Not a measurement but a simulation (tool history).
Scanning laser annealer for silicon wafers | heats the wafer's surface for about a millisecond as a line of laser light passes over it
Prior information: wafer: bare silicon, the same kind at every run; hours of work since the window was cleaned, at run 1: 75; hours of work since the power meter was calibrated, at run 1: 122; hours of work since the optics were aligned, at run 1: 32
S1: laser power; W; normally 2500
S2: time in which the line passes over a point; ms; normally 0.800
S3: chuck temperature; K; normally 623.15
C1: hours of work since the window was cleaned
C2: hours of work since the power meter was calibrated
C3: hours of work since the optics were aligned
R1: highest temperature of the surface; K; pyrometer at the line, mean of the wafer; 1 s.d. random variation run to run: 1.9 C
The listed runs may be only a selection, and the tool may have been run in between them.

run   hour    S1     S2      S3   C1   C2   C3       R1
  1    0.0  2500  0.800  623.15   75  122   32  1454.15
  2   20.9  2500  0.800  623.15   87  133   43  1449.15
  3   39.7  2525  0.800  623.15   97  143   53  1458.15
  4   57.4  2525  0.800  623.15  107  153   63  1458.15
  5   78.5  2525  0.800  604.15  118  165   75  1439.15
  6   89.4  2525  0.800  636.15  124  171   81  1469.15
  7  114.4  2500  0.800  629.15  138  184   94  1456.15
  8  131.1  2500  0.800  629.15  147  194  104  1452.15
  9  142.6  2500  0.800  623.15  153  200  110  1449.15
 10  167.5  2500  0.800  623.15  167  214  124  1442.15
 11  186.8  2500  0.800  623.15  178  224  134  1449.15
 12  208.0  2220  0.800  623.15  189  236  146  1343.15
 13  219.8  2397  0.800  623.15  196  242  152  1401.15
 14  238.2  2500  0.647  650.15  206  253  162  1380.15
 15  254.2  2500  0.946  650.15  215  261  171  1545.15
 16  270.0  2713  0.808  600.15  224  270  180  1506.15
 17  291.1  2713  0.956  625.15  235  282  192  1614.15
 18  307.4  2637  0.800  648.15  244  291  201  1518.15
 19  321.4  2637  0.800  648.15  252  298  208  1516.15
 20  338.9  2639  0.854  595.15  261  308  218  1493.15
 21  350.1  2639  0.854  595.15  268  314  224  1492.15
 22  373.7  2639  0.854  595.15  281  327  237  1491.15
 23  386.5  2336  0.814  624.15  288  334  244  1388.15
 24  400.5  2680  0.680  624.15  295  342  252  1435.15
 25  411.6  2500  0.825  617.15  301  348  258  1450.15

Each run again, without the hidden state but with its own random variation kept:
What the log doesn't record here: light that passes the window, % of a clean one's; laser's true power over the reading, %; width of the line over the set one, %; drift of the gauge itself on peak_c, C.
run       R1
  1  1460.15
  2  1456.15
  3  1466.15
  4  1466.15
  5  1447.15
  6  1478.15
  7  1466.15
  8  1462.15
  9  1460.15
 10  1453.15
 11  1461.15
 12  1354.15
 13  1414.15
 14  1393.15
 15  1561.15
 16  1523.15
 17  1632.15
 18  1535.15
 19  1533.15
 20  1512.15
 21  1511.15
 22  1512.15
 23  1406.15
 24  1454.15
 25  1470.15
